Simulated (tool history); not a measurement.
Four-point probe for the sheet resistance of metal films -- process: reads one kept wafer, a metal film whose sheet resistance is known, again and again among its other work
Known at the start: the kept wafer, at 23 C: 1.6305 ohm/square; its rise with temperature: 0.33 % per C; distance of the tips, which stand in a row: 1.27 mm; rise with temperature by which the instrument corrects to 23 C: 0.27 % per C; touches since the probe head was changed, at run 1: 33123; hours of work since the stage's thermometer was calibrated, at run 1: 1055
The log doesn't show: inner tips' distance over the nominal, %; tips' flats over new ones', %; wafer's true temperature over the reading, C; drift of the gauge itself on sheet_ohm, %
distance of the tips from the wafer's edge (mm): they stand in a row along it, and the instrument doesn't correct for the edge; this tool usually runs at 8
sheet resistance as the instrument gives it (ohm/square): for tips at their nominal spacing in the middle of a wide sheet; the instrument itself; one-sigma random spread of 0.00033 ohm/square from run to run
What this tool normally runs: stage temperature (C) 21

run   hour  stage temperature (C)  distance of the tips from the wafer's edge (mm)  touches since the probe head was changed  hours of work since the stage's thermometer was calibrated  sheet resistance as the instrument gives it (ohm/square)
  1      0                     21                                                8                                     33123                                                        1055                                                  1.661706
  2   26.7                     30                                                8                                     34117                                                        1071                                                  1.671232
  3   65.7                     30                                                8                                     35570                                                        1095                                                  1.670999
  4   87.2                     30                                                8                                     36367                                                        1108                                                  1.671497
  5    125                     21                                                8                                     37775                                                        1131                                                  1.661629
  6  151.6                     34                                                8                                     38765                                                        1147                                                  1.675704
  7  192.3                     34                                                8                                     40283                                                        1172                                                  1.676148
  8  227.1                     34                                                8                                     41576                                                        1194                                                  1.675494
  9  257.2                     23                                                6                                     42695                                                        1212                                                  1.680807
 10  297.2                     23                                                6                                     44185                                                        1236                                                  1.680748
 11  338.4                     23                                                6                                     45720                                                        1262                                                  1.681533

Run 12, settings as shown, results not yet in. Your forecast:
 12  357.8                     26                                               21                                     46441                                                        1274                                                         ?

Run 12 measured sheet resistance as the instrument gives it (ohm/square) 1.649211.
Take away the tool's hidden state, keep the run-to-run variation as it was, and the same run would have given sheet resistance as the instrument gives it (ohm/square) 1.637138.

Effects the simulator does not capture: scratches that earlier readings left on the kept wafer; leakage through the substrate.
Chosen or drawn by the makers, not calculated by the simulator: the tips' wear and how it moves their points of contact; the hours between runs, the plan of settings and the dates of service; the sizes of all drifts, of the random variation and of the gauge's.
